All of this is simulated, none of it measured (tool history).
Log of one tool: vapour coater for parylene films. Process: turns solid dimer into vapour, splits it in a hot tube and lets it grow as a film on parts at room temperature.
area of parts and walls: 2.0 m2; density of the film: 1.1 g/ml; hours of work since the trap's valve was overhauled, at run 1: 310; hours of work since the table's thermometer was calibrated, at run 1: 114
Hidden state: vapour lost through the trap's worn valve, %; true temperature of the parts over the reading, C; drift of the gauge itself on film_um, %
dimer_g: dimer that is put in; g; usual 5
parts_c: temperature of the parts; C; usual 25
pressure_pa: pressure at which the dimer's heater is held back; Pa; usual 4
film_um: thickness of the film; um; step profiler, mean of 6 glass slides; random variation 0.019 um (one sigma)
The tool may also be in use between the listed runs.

run    hour  dimer_g  parts_c  pressure_pa  hours of work since the trap's valve was overhauled  hours of work since the table's thermometer was calibrated  film_um
  1       0        5       25            4                                                  310                                                         114     1.72
  2    64.3        5       25            4                                                  340                                                         144      1.7
  3   105.8        5       25            4                                                  359                                                         163     1.71
  4   178.4        5       25            4                                                  393                                                         197     1.68
  5   243.1        5       25            4                                                  423                                                         227     1.68
      279.7  -- trap's valve overhauled
  6   313.2        5       25            4                                                   16                                                         258     1.83
  7   362.9        5       25            4                                                   39                                                         281     1.83
  8   438.3        5       25         3.05                                                   74                                                         317     1.81
  9   512.3        5       36         3.05                                                  109                                                         351     1.34
 10   549.5        5       36         3.05                                                  126                                                         369      1.3
 11   590.3        5       25            4                                                  145                                                         388     1.79
 12   653.4        5       37            4                                                  175                                                         417     1.25
 13   722.2        5       37            4                                                  207                                                         449     1.26
 14     756        5       37            4                                                  222                                                         465     1.24
 15   806.2        5       37            4                                                  246                                                         488     1.23
 16   868.1        5       37            4                                                  275                                                         517     1.23
 17   904.3        5       37            4                                                  292                                                         534     1.25
 18   960.8        5       37            4                                                  318                                                         561     1.22
 19  1005.6        2       22            4                                                  339                                                         582     0.77
 20  1069.5        2       22            4                                                  369                                                         611     0.78
 21  1137.2        5       23         6.29                                                  401                                                         643     1.75
 22  1184.8        5       23         6.29                                                  423                                                         665     1.71
     1224.2  -- trap's valve overhauled
 23  1266.2        2       20         5.11                                                   20                                                         701      0.8
 24  1319.6        2       20         5.11                                                   45                                                         726     0.82
 25  1393.1        7       18         5.11                                                   79                                                         761     3.01
 26    1467        3       29          9.7                                                  113                                                         795     0.89
 27  1520.8        6       29         6.81                                                  139                                                         820     1.82
 28  1582.4        5       25         5.92                                                  167                                                         849     1.73
 29  1629.6        5       23            4                                                  189                                                         871     1.82
 30  1707.5        5       23            4                                                  226                                                         908     1.83
 31  1770.6        7       35            4                                                  255                                                         937     1.84

Forecast each of these 3 alternatives for the next run:
  A  1817        6       26            4                                                  277                                                         959        ?
  B  1817        5       25        10.97                                                  277                                                         959        ?
  C  1817        5       19          9.1                                                  277                                                         959        ?

run  film_um
  A     2.01
  B      1.6
  C     1.91
Without the tool's hidden state the same runs would have given:
run  film_um
  A     2.16
  B     1.72
  C     2.05
